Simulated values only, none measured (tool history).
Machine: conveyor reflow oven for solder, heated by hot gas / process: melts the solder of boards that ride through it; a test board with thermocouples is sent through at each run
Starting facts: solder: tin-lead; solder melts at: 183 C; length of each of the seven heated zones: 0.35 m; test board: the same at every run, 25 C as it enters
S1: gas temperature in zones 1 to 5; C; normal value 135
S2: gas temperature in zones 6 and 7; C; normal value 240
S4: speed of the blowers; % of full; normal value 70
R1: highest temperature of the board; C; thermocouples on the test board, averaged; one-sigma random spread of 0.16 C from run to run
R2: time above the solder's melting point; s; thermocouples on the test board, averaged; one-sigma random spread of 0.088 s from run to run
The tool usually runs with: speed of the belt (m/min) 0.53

run 1 day=0 | S1=135 S2=240 speed_of_the_belt_(m/min)=0.53 S4=70 | R1=222.9 R2=62.47
run 2 day=1.654 | S1=135 S2=240 speed_of_the_belt_(m/min)=0.53 S4=70 | R1=222.8 R2=62.25
run 3 day=3.675 | S1=135 S2=240 speed_of_the_belt_(m/min)=0.53 S4=70 | R1=222.7 R2=62.45
run 4 day=5.088 | S1=135 S2=240 speed_of_the_belt_(m/min)=0.53 S4=59 | R1=220.5 R2=60.52
run 5 day=7.596 | S1=141 S2=240 speed_of_the_belt_(m/min)=0.53 S4=70 | R1=223.7 R2=65.29
run 6 day=8.621 | S1=141 S2=240 speed_of_the_belt_(m/min)=0.53 S4=70 | R1=223.6 R2=65.18
run 7 day=10.867 | S1=141 S2=240 speed_of_the_belt_(m/min)=0.53 S4=70 | R1=223.9 R2=65.27
run 8 day=12.433 | S1=141 S2=240 speed_of_the_belt_(m/min)=0.53 S4=70 | R1=223.4 R2=65.13
run 9 day=14.171 | S1=135 S2=240 speed_of_the_belt_(m/min)=0.53 S4=67 | R1=222.2 R2=61.74
run 10 day=15.396 | S1=138 S2=240 speed_of_the_belt_(m/min)=0.53 S4=67 | R1=222.7 R2=63.22
-- day=16.788 flux residue cleaned out of gas plates and filters
run 11 day=17.325 | S1=138 S2=240 speed_of_the_belt_(m/min)=0.53 S4=67 | R1=222.8 R2=63.38
run 12 day=19.421 | S1=138 S2=240 speed_of_the_belt_(m/min)=0.53 S4=67 | R1=222.6 R2=63.41
run 13 day=21.225 | S1=135 S2=240 speed_of_the_belt_(m/min)=0.53 S4=70 | R1=222.2 R2=62.3
run 14 day=23.25 | S1=135 S2=240 speed_of_the_belt_(m/min)=0.53 S4=70 | R1=223 R2=62.54
run 15 day=25.692 | S1=135 S2=240 speed_of_the_belt_(m/min)=0.53 S4=58 | R1=220.3 R2=60.35
run 16 day=27.746 | S1=135 S2=240 speed_of_the_belt_(m/min)=0.53 S4=58 | R1=220.2 R2=60.2
run 17 day=29.692 | S1=135 S2=240 speed_of_the_belt_(m/min)=0.53 S4=58 | R1=220 R2=60.2
run 18 day=30.95 | S1=135 S2=240 speed_of_the_belt_(m/min)=0.479 S4=70 | R1=226 R2=71.89
run 19 day=32.908 | S1=134 S2=240 speed_of_the_belt_(m/min)=0.53 S4=70 | R1=222.5 R2=62.09
run 20 day=34.3 | S1=134 S2=240 speed_of_the_belt_(m/min)=0.53 S4=70 | R1=222.5 R2=61.71
run 21 day=36.179 | S1=135 S2=251 speed_of_the_belt_(m/min)=0.632 S4=59 | R1=222.3 R2=51.17
run 22 day=37.496 | S1=135 S2=240 speed_of_the_belt_(m/min)=0.635 S4=68 | R1=215.4 R2=46.29
run 23 day=39.867 | S1=135 S2=240 speed_of_the_belt_(m/min)=0.635 S4=68 | R1=215.3 R2=46.24
run 24 day=41.158 | S1=135 S2=240 speed_of_the_belt_(m/min)=0.635 S4=68 | R1=215.6 R2=46.26
run 25 day=42.854 | S1=147 S2=251 speed_of_the_belt_(m/min)=0.53 S4=70 | R1=234.1 R2=73.6
run 26 day=44.954 | S1=143 S2=247 speed_of_the_belt_(m/min)=0.53 S4=71 | R1=230.4 R2=70.05
-- day=47.367 flux residue cleaned out of gas plates and filters
run 27 day=47.625 | S1=143 S2=247 speed_of_the_belt_(m/min)=0.53 S4=71 | R1=230.3 R2=70.27
run 28 day=49.8 | S1=149 S2=246 speed_of_the_belt_(m/min)=0.53 S4=70 | R1=230.4 R2=72.27
run 29 day=51.275 | S1=137 S2=233 speed_of_the_belt_(m/min)=0.53 S4=72 | R1=217.3 R2=59.18
run 30 day=53.608 | S1=135 S2=240 speed_of_the_belt_(m/min)=0.53 S4=76 | R1=223.7 R2=63.21
run 31 day=54.888 | S1=139 S2=238 speed_of_the_belt_(m/min)=0.467 S4=78 | R1=226.3 R2=76.02

Branching from run 31: 3 alternative next runs. What would each branch give?
run A day=57.179 | S1=135 S2=252 speed_of_the_belt_(m/min)=0.53 S4=70 | R1=? R2=?
run B day=57.179 | S1=123 S2=240 speed_of_the_belt_(m/min)=0.502 S4=70 | R1=? R2=?
run C day=57.179 | S1=133 S2=240 speed_of_the_belt_(m/min)=0.538 S4=65 | R1=? R2=?

run=A R1=233.2 R2=68.77
run=B R1=222.7 R2=61.99
run=C R1=220.8 R2=58.97
Take away the tool's hidden state, keep each run's random variation, and the runs would have read:
run=A R1=233.3 R2=68.79
run=B R1=222.8 R2=62.02
run=C R1=220.9 R2=59
